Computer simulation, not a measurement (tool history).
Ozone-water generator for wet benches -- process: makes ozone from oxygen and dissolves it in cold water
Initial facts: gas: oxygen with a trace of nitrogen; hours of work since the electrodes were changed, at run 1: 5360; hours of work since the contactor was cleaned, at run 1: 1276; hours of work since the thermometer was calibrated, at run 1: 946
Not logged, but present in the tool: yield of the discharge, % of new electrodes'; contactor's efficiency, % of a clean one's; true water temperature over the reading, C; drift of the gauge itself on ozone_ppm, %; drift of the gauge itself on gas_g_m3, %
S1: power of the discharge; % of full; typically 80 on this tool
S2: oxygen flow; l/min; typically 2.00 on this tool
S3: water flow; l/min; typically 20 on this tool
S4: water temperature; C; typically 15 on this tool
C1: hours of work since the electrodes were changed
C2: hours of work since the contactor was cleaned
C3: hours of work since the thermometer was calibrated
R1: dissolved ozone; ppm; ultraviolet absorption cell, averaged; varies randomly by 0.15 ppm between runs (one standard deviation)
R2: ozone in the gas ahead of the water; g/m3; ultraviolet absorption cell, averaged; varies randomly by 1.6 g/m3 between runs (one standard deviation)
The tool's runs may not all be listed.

run    hour  S1    S2  S3  S4    C1    C2    C3    R1     R2
  1     0.0  80  2.00  20  15  5360  1276   946  15.0  271.7
  2   177.6  80  1.37  20  15  5498  1414  1084  12.8  315.6
  3   314.6  80  1.37  20  15  5604  1520  1190  12.6  314.0
  4   417.5  80  2.00  12  15  5684  1600  1270  25.6  273.8
  5   594.5  80  2.00  12  15  5821  1737  1407  25.5  270.4
  6   762.2  80  2.00  12  15  5951  1867  1537  25.7  269.7
  7   843.7  80  2.00  12  15  6014  1930  1600  25.4  268.9
  8   995.9  80  2.00  20  15  6132  2048  1718  14.6  268.7
  9  1091.9  56  2.00  20  15  6206  2122  1792  11.1  202.8
 10  1170.5  56  2.00  20  15  6267  2183  1853  11.2  202.7
 11  1267.0  80  2.00  20  15  6342  2258  1928  14.7  267.9
 12  1405.2  80  2.00  20  15  6449  2365  2035  14.7  264.9
 13  1543.8  81  2.00  20  15  6557  2472  2143  14.6  267.5
 14  1650.0  81  2.00  20  15  6639  2555  2225  14.6  270.9
 15  1765.1  80  2.00  20  10  6728  2644  2314  15.3  264.2
 16  1950.7  80  2.00  20  10  6872  2788  2458  15.0  265.1
 17  2132.2  80  2.00  20  10  7013  2928  2599  14.5  262.6
 18  2237.1  80  1.47  30  15  7094  3010  2680   7.4  293.9
 19  2348.4  67  2.00  18  15  7180  3096  2766  14.0  228.5
 20  2502.5  65  3.55  20  12  7300  3215  2886  15.2  178.7
 21  2677.4  50  1.41  21  20  7435  3351  3021   7.7  204.3
 22  2760.5  80  2.70  20  15  7499  3415  3085  15.7  231.5
 23  2903.3  45  2.00  16   8  7610  3526  3196  12.5  166.3
 24  3089.4  45  2.88  22   8  7754  3670  3340  10.0  144.8
 25  3245.6  47  3.21  25   9  7875  3791  3461   9.1  144.8
 26  3415.7  48  2.50  16   7  8007  3923  3593  14.2  160.1
 27  3601.0  66  1.04  32  14  8151  4067  3737   4.7  280.0
 28  3749.0  80  1.08  16  15  8266  4181  3852  13.5  317.2

Run 29 is up next; what results do you expect?
 29  3841.6  80  1.08  16  15  8337  4253  3923   ?   ?

{"run 29": {"R1": 13.3, "R2": 318.2}}
The same run, on a tool lacking any hidden state, would have yielded R1 17.2 ppm, R2 393.9 g/m3.
